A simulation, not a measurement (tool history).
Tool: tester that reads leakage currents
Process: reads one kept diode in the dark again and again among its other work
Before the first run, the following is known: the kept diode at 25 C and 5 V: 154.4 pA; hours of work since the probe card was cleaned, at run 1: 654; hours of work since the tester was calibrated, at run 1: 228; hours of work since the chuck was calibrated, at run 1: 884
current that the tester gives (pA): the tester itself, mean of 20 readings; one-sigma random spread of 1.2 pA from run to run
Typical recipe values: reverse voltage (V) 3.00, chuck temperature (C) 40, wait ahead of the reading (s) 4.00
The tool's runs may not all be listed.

| run | hour | reverse voltage (V) | chuck temperature (C) | wait ahead of the reading (s) | hours of work since the probe card was cleaned | hours of work since the tester was calibrated | hours of work since the chuck was calibrated | current that the tester gives (pA) |
|---|---|---|---|---|---|---|---|---|
| 1 | 0.0 | 3.00 | 40 | 4.00 | 654 | 228 | 884 | 370.95 |
| 2 | 203.4 | 3.00 | 40 | 4.00 | 793 | 367 | 1023 | 367.85 |
| 3 | 333.4 | 3.00 | 40 | 4.00 | 882 | 456 | 1112 | 367.28 |
| 4 | 543.2 | 3.00 | 40 | 4.00 | 1025 | 599 | 1255 | 363.13 |
| 5 | 643.2 | 3.00 | 42 | 4.00 | 1093 | 668 | 1323 | 420.17 |
|  | 739.6 | chuck's temperature calibrated |
| 6 | 815.1 | 1.77 | 36 | 4.00 | 1209 | 784 | 52 | 226.23 |
| 7 | 918.1 | 8.98 | 48 | 3.28 | 1280 | 854 | 122 | 1120.44 |
| 8 | 1092.8 | 9.06 | 40 | 4.00 | 1399 | 973 | 241 | 630.87 |
| 9 | 1280.8 | 4.50 | 24 | 0.30 | 1527 | 1102 | 369 | 137.19 |

For run 10, what comes out?
| 10 | 1501.2 | 3.00 | 22 | 9.72 | 1678 | 1252 | 520 | ? |

{"run 10": {"current that the tester gives (pA)": 92.96}}
If the tool had no hidden condition, the same run with the same run-to-run variation would have returned current that the tester gives (pA) 96.42.
